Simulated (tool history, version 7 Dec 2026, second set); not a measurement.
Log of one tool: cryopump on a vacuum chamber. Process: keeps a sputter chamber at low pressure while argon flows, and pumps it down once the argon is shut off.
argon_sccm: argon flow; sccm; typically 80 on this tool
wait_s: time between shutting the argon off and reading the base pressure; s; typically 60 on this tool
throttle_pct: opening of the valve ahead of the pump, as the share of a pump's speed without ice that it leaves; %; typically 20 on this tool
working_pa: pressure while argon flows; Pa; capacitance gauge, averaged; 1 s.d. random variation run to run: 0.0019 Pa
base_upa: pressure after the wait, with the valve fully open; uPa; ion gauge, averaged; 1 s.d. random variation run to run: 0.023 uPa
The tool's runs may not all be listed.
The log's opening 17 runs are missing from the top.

{"run": 18, "day": 34.95, "argon_sccm": 80, "wait_s": 73, "throttle_pct": 20, "working_pa": 0.464, "base_upa": 0.84}
{"run": 19, "day": 37.725, "argon_sccm": 153, "wait_s": 73, "throttle_pct": 20, "working_pa": 0.893, "base_upa": 0.87}
{"run": 20, "day": 39.896, "argon_sccm": 80, "wait_s": 29, "throttle_pct": 32, "working_pa": 0.3024, "base_upa": 1.56}
{"run": 21, "day": 42.904, "argon_sccm": 74, "wait_s": 60, "throttle_pct": 24, "working_pa": 0.3687, "base_upa": 1.03}
{"run": 22, "day": 45.321, "argon_sccm": 74, "wait_s": 60, "throttle_pct": 24, "working_pa": 0.3701, "base_upa": 1.01}
{"run": 23, "day": 46.642, "argon_sccm": 53, "wait_s": 27, "throttle_pct": 16, "working_pa": 0.395, "base_upa": 1.73}
{"run": 24, "day": 49.55, "argon_sccm": 53, "wait_s": 27, "throttle_pct": 16, "working_pa": 0.3948, "base_upa": 1.74}
{"run": 25, "day": 51.267, "argon_sccm": 70, "wait_s": 60, "throttle_pct": 23, "working_pa": 0.3736, "base_upa": 1.11}
{"run": 26, "day": 52.85, "argon_sccm": 80, "wait_s": 282, "throttle_pct": 43, "working_pa": 0.2433, "base_upa": 0.73}
{"run": 27, "day": 55.283, "argon_sccm": 43, "wait_s": 152, "throttle_pct": 28, "working_pa": 0.1936, "base_upa": 0.91}
{"run": 28, "day": 56.508, "argon_sccm": 43, "wait_s": 152, "throttle_pct": 28, "working_pa": 0.1949, "base_upa": 0.95}
{"run": 29, "day": 58.871, "argon_sccm": 121, "wait_s": 37, "throttle_pct": 33, "working_pa": 0.4818, "base_upa": 1.62}
{"run": 30, "day": 61.046, "argon_sccm": 121, "wait_s": 161, "throttle_pct": 33, "working_pa": 0.4871, "base_upa": 0.99}
{"day": 63.542, "done": "pump warmed up, emptied and cooled again"}
{"run": 31, "day": 63.867, "argon_sccm": 69, "wait_s": 52, "throttle_pct": 28, "working_pa": 0.2849, "base_upa": 1.19}
{"run": 32, "day": 66.146, "argon_sccm": 61, "wait_s": 23, "throttle_pct": 20, "working_pa": 0.3526, "base_upa": 2}
{"run": 33, "day": 68.721, "argon_sccm": 61, "wait_s": 23, "throttle_pct": 20, "working_pa": 0.353, "base_upa": 1.96}

3 options for the next run, each taken on its own from the tool as it stands now. Forecast them:
{"run": "A", "day": 70.233, "argon_sccm": 36, "wait_s": 60, "throttle_pct": 36, "working_pa": "?", "base_upa": "?"}
{"run": "B", "day": 70.233, "argon_sccm": 139, "wait_s": 60, "throttle_pct": 46, "working_pa": "?", "base_upa": "?"}
{"run": "C", "day": 70.233, "argon_sccm": 48, "wait_s": 199, "throttle_pct": 17, "working_pa": "?", "base_upa": "?"}

run=A working_pa=0.1175 base_upa=1.14
run=B working_pa=0.3595 base_upa=1.16
run=C working_pa=0.3271 base_upa=0.79
Stripped of hidden state, with their random variation kept, the same runs would have yielded:
run=A working_pa=0.1137 base_upa=0.7
run=B working_pa=0.3448 base_upa=0.72
run=C working_pa=0.322 base_upa=0.35
